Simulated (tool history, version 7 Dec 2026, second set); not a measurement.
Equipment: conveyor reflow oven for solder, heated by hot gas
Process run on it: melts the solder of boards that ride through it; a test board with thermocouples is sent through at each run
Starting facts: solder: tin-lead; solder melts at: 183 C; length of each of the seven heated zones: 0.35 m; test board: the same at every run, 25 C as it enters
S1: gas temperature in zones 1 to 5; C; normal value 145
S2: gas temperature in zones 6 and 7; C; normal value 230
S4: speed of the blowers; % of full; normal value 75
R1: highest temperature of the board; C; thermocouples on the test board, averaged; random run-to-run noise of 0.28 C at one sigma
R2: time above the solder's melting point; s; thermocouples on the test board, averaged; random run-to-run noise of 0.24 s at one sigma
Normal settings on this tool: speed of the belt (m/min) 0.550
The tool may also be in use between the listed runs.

run 1 day=0.000 | S1=145 S2=230 speed_of_the_belt_(m/min)=0.550 S4=75 | R1=215.1 R2=58.7
run 2 day=0.675 | S1=147 S2=230 speed_of_the_belt_(m/min)=0.550 S4=75 | R1=215.1 R2=59.6
run 3 day=1.188 | S1=145 S2=230 speed_of_the_belt_(m/min)=0.550 S4=75 | R1=214.9 R2=58.6
run 4 day=2.021 | S1=145 S2=230 speed_of_the_belt_(m/min)=0.550 S4=75 | R1=214.4 R2=58.5
run 5 day=2.496 | S1=145 S2=230 speed_of_the_belt_(m/min)=0.550 S4=75 | R1=214.8 R2=58.8
run 6 day=3.208 | S1=145 S2=230 speed_of_the_belt_(m/min)=0.550 S4=75 | R1=215.2 R2=58.5
run 7 day=3.979 | S1=145 S2=230 speed_of_the_belt_(m/min)=0.523 S4=75 | R1=215.9 R2=62.6
run 8 day=4.742 | S1=145 S2=230 speed_of_the_belt_(m/min)=0.523 S4=75 | R1=216.0 R2=63.0
run 9 day=5.325 | S1=143 S2=230 speed_of_the_belt_(m/min)=0.523 S4=75 | R1=216.0 R2=61.8
run 10 day=5.975 | S1=149 S2=230 speed_of_the_belt_(m/min)=0.550 S4=75 | R1=215.3 R2=60.2
run 11 day=6.742 | S1=145 S2=230 speed_of_the_belt_(m/min)=0.550 S4=56 | R1=210.4 R2=53.2
run 12 day=7.142 | S1=145 S2=242 speed_of_the_belt_(m/min)=0.550 S4=75 | R1=225.5 R2=65.7
run 13 day=8.042 | S1=145 S2=230 speed_of_the_belt_(m/min)=0.550 S4=75 | R1=214.5 R2=57.9
run 14 day=8.638 | S1=145 S2=230 speed_of_the_belt_(m/min)=0.550 S4=75 | R1=214.9 R2=58.4
-- day=8.883 flux residue cleaned out of gas plates and filters
run 15 day=9.608 | S1=145 S2=230 speed_of_the_belt_(m/min)=0.550 S4=75 | R1=213.2 R2=56.9
run 16 day=10.142 | S1=145 S2=230 speed_of_the_belt_(m/min)=0.550 S4=75 | R1=213.0 R2=57.0
run 17 day=10.567 | S1=131 S2=230 speed_of_the_belt_(m/min)=0.550 S4=85 | R1=212.7 R2=51.4
run 18 day=11.371 | S1=131 S2=230 speed_of_the_belt_(m/min)=0.550 S4=85 | R1=212.2 R2=51.1
-- day=11.738 flux residue cleaned out of gas plates and filters, once more
-- day=11.971 thermocouples of zones 6 and 7 changed
run 19 day=12.358 | S1=146 S2=230 speed_of_the_belt_(m/min)=0.652 S4=73 | R1=211.2 R2=46.1
run 20 day=13.208 | S1=146 S2=230 speed_of_the_belt_(m/min)=0.652 S4=73 | R1=211.4 R2=45.8
run 21 day=14.067 | S1=146 S2=230 speed_of_the_belt_(m/min)=0.652 S4=73 | R1=211.3 R2=46.4
run 22 day=14.700 | S1=146 S2=230 speed_of_the_belt_(m/min)=0.652 S4=73 | R1=211.6 R2=46.0
run 23 day=15.612 | S1=150 S2=238 speed_of_the_belt_(m/min)=0.596 S4=53 | R1=216.6 R2=55.7
run 24 day=16.342 | S1=150 S2=225 speed_of_the_belt_(m/min)=0.596 S4=73 | R1=210.4 R2=52.5
run 25 day=17.017 | S1=150 S2=225 speed_of_the_belt_(m/min)=0.596 S4=73 | R1=209.8 R2=52.2
run 26 day=17.446 | S1=145 S2=239 speed_of_the_belt_(m/min)=0.478 S4=64 | R1=226.1 R2=77.0
run 27 day=18.017 | S1=145 S2=239 speed_of_the_belt_(m/min)=0.478 S4=64 | R1=226.4 R2=76.7
run 28 day=18.517 | S1=145 S2=239 speed_of_the_belt_(m/min)=0.478 S4=64 | R1=226.3 R2=76.7
run 29 day=19.283 | S1=135 S2=234 speed_of_the_belt_(m/min)=0.550 S4=76 | R1=218.1 R2=57.6
run 30 day=19.983 | S1=135 S2=234 speed_of_the_belt_(m/min)=0.550 S4=76 | R1=218.4 R2=57.4
run 31 day=20.592 | S1=138 S2=227 speed_of_the_belt_(m/min)=0.572 S4=75 | R1=211.0 R2=50.4

Forecast each of these 3 alternatives for the next run:
run A day=21.288 | S1=145 S2=231 speed_of_the_belt_(m/min)=0.530 S4=56 | R1=? R2=?
run B day=21.288 | S1=155 S2=230 speed_of_the_belt_(m/min)=0.465 S4=75 | R1=? R2=?
run C day=21.288 | S1=133 S2=245 speed_of_the_belt_(m/min)=0.550 S4=52 | R1=? R2=?

run=A R1=213.6 R2=59.3
run=B R1=220.9 R2=81.0
run=C R1=220.2 R2=57.7
With the hidden condition removed and each run's random variation left untouched, the same runs would have given:
run=A R1=214.1 R2=59.1
run=B R1=221.4 R2=80.4
run=C R1=220.7 R2=57.5
